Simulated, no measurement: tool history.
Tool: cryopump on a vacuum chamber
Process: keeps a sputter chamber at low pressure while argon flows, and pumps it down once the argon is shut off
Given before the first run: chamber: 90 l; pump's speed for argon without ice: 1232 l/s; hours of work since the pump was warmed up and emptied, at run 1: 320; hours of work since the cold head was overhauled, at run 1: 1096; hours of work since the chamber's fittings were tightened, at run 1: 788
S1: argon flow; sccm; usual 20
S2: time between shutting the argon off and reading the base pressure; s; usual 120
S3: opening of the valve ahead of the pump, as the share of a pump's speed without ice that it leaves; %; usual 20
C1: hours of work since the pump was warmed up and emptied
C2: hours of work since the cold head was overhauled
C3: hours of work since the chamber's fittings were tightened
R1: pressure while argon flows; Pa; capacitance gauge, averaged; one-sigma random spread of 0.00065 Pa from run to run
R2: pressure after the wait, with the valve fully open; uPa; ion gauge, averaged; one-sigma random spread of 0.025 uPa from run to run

run     day  S1   S2  S3   C1    C2    C3      R1    R2
  1       0  20  120  20  320  1096   788  0.1396  1.94
  2   1.546  20  120  20  339  1114   807  0.1413  2.02
  3     3.8  20  120  20  366  1141   834   0.139  2.02
  4   5.346  20  120  20  385  1160   852  0.1404  2.09
  5   6.829  20  141  20  402  1178   870  0.1404  2.01
  6     8.8  20  141  20  426  1202   894  0.1408  2.01
  7  10.388  20  141  20  445  1221   913  0.1404  1.97
  8  11.442  20  141  20  458  1233   926  0.1413  2.03
  9  13.546  20  120  20  483  1259   951  0.1407  2.19
 10  15.317  20  120  20  504  1280   972  0.1413  2.19
 11  17.642  20  120  20  532  1308  1000  0.1403  2.27
 12  19.983  20  120  20  561  1336  1028  0.1412  2.38
 13  21.642  20  120  20  580  1356  1048  0.1414   2.4
 14  23.625  20  120  20  604  1380  1072  0.1412  2.39
 15  25.604  20  120  20  628  1403  1096  0.1419  2.42
 16  27.704  20  120  24  653  1429  1121  0.1191  2.49
 17  29.929  20  120  24  680  1455  1148  0.1188  2.52
 18  31.258  20  188  20  696  1471  1164  0.1417  2.16
 19  32.692  20  188  20  713  1489  1181  0.1427  2.34
 20  34.142  21  101  35  731  1506  1199  0.0872  2.79
 21  35.662  21  101  35  749  1524  1217  0.0893  2.82
 22  36.838  12  150  23  763  1538  1231  0.0756  2.48
      37.25  -- pump warmed up, emptied and cooled again
 23  38.296  12   24  42   13  1553  1246  0.0394  5.36
 24  40.354  23   78  42   37  1578  1271  0.0766  2.77
 25  42.562  23   78  42   64  1605  1297  0.0769   2.8
 26  44.038  18  224  21   82  1622  1315  0.1189  2.08
 27  45.525  18  224  34   99  1640  1333   0.074  2.13
 28  46.525  15   81  48  111  1652  1345  0.0432  2.91
 29  48.283  40   26  25  133  1674  1366  0.2221  5.39
 30  50.358  40   26  25  158  1698  1391  0.2222  5.48
 31  52.225  20  208  25  180  1721  1413  0.1111  2.37
 32  53.442  20  208  25  195  1736  1428  0.1109   2.3
 33  55.729  20  208  25  222  1763  1456  0.1118  2.29
 34  57.546  35  120  49  244  1785  1477  0.1014  2.67
 35  59.588  13  120  15  269  1809  1502  0.1211  2.62

Here are 3 independent what-if runs from the current tool condition. What would each one return?
  A  61.146  26  276  25  287  1828  1521   ?   ?
  B  61.146  32  116  15  287  1828  1521   ?   ?
  C  61.146  13   34  15  287  1828  1521   ?   ?

run      R1    R2
  A  0.1466  2.32
  B  0.2964  2.79
  C  0.1206  4.85
Had the tool no hidden state, the same runs would have come out as:
run      R1    R2
  A  0.1434  0.58
  B  0.2925  1.02
  C   0.119  3.03
